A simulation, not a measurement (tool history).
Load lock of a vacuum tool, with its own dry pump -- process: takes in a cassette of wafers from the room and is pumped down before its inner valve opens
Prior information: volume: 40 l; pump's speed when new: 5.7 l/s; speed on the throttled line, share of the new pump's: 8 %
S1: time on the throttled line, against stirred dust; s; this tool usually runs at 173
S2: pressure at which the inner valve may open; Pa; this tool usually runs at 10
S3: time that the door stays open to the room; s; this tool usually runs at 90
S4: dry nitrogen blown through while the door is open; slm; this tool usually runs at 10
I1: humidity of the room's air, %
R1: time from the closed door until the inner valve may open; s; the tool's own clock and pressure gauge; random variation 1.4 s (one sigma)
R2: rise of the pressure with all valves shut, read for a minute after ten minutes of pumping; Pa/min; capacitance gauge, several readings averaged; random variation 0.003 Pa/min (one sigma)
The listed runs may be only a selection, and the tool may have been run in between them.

| run | hour | S1 | S2 | S3 | S4 | I1 | R1 | R2 |
|---|---|---|---|---|---|---|---|---|
| 1 | 0.0 | 173 | 10 | 90 | 10 | 42.5 | 227.7 | 0.086 |
| 2 | 354.8 | 173 | 10 | 90 | 10 | 44.5 | 230.0 | 0.089 |
| 3 | 714.1 | 173 | 10 | 90 | 10 | 46.1 | 229.9 | 0.098 |
| 4 | 1134.6 | 173 | 10 | 90 | 10 | 46.6 | 230.6 | 0.104 |
| 5 | 1411.5 | 173 | 10 | 90 | 10 | 41.8 | 232.9 | 0.110 |
| 6 | 1691.4 | 173 | 10 | 90 | 10 | 43.8 | 232.6 | 0.116 |
| 7 | 2175.7 | 173 | 10 | 90 | 10 | 42.0 | 234.7 | 0.128 |
| 8 | 2568.8 | 173 | 10 | 90 | 10 | 45.1 | 234.1 | 0.141 |
| 9 | 2907.0 | 173 | 7 | 90 | 10 | 46.9 | 236.5 | 0.145 |
| 10 | 3344.9 | 288 | 10 | 90 | 10 | 46.0 | 340.8 | 0.157 |
| 11 | 3819.6 | 328 | 10 | 90 | 10 | 45.0 | 376.9 | 0.168 |
| 12 | 4302.7 | 328 | 10 | 90 | 10 | 42.8 | 373.8 | 0.186 |
| 13 | 4585.7 | 328 | 10 | 90 | 10 | 44.1 | 377.0 | 0.181 |
| 14 | 4841.8 | 341 | 19 | 211 | 10 | 44.2 | 386.8 | 0.209 |
|  | 5071.7 | door's seal changed, seat wiped |
| 15 | 5286.4 | 173 | 15 | 90 | 28 | 46.3 | 233.6 | 0.035 |
| 16 | 5600.1 | 173 | 13 | 90 | 6 | 47.9 | 239.2 | 0.052 |
|  | 6044.4 | dry pump taken out, an overhauled one fitted |
| 17 | 6047.2 | 173 | 16 | 90 | 6 | 45.7 | 219.4 | 0.047 |
| 18 | 6523.1 | 150 | 10 | 44 | 28 | 42.6 | 201.0 | 0.036 |
| 19 | 7022.8 | 304 | 10 | 118 | 8 | 43.9 | 341.6 | 0.065 |
| 20 | 7441.0 | 304 | 10 | 118 | 8 | 46.2 | 343.7 | 0.068 |
| 21 | 7865.5 | 173 | 10 | 78 | 10 | 44.4 | 222.3 | 0.057 |
| 22 | 8103.0 | 173 | 10 | 78 | 10 | 46.5 | 227.1 | 0.069 |
| 23 | 8363.0 | 180 | 13 | 108 | 10 | 46.9 | 229.3 | 0.070 |
| 24 | 8606.5 | 180 | 13 | 108 | 10 | 41.0 | 232.1 | 0.075 |
| 25 | 8846.8 | 173 | 10 | 68 | 6 | 46.2 | 226.4 | 0.077 |
| 26 | 9265.3 | 173 | 10 | 68 | 6 | 44.4 | 226.2 | 0.083 |

Each row is a separate what-if for the run after 26, all from the same tool condition, not one after another. Results?
| A | 9580.4 | 121 | 10 | 68 | 17 | 45.1 | ? | ? |
| B | 9580.4 | 327 | 10 | 90 | 11 | 44.7 | ? | ? |
| C | 9580.4 | 222 | 11 | 31 | 6 | 44.4 | ? | ? |
| D | 9580.4 | 173 | 8 | 90 | 10 | 45.9 | ? | ? |

| run | R1 | R2 |
|---|---|---|
| A | 182.4 | 0.086 |
| B | 366.8 | 0.092 |
| C | 270.3 | 0.080 |
| D | 229.8 | 0.091 |
Without the tool's hidden state the same runs would have given:
| run | R1 | R2 |
|---|---|---|
| A | 177.3 | 0.035 |
| B | 363.3 | 0.039 |
| C | 266.2 | 0.027 |
| D | 225.0 | 0.037 |

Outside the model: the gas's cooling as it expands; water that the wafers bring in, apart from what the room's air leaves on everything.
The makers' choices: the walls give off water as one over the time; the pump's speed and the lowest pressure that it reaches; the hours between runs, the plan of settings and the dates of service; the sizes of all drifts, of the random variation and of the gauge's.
